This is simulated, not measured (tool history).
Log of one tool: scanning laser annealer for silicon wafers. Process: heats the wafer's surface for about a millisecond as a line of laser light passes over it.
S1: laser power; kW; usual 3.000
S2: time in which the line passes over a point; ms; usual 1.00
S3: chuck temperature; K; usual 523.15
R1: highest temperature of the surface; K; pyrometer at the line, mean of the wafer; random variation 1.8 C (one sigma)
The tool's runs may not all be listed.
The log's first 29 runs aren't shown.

run   hour     S1    S2      S3       R1
 30  340.8  3.170  1.09  512.15  1292.15
 31  347.5  3.000  0.77  523.15  1158.15
 32  357.5  3.000  1.00  516.15  1232.15
 33  364.6  3.070  0.79  516.15  1172.15
 34  376.9  3.125  0.94  523.15  1246.15
 35  384.5  3.110  0.94  486.15  1203.15
 36  393.2  3.110  0.94  491.15  1209.15
 37  403.0  3.298  1.24  523.15  1378.15
 38  414.6  3.298  1.24  523.15  1382.15
 39  421.6  3.298  1.24  523.15  1379.15
 40  435.3  3.026  1.03  493.15  1220.15

Forecast each of these 4 alternatives for the next run:
  A  450.6  3.270  0.76  493.15   ?
  B  450.6  3.000  0.96  513.15   ?
  C  450.6  2.804  1.23  500.15   ?
  D  450.6  2.828  1.13  514.15   ?

run       R1
  A  1178.15
  B  1213.15
  C  1233.15
  D  1225.15
Without the tool's hidden state the same runs would have given:
run       R1
  A  1187.15
  B  1223.15
  C  1243.15
  D  1235.15

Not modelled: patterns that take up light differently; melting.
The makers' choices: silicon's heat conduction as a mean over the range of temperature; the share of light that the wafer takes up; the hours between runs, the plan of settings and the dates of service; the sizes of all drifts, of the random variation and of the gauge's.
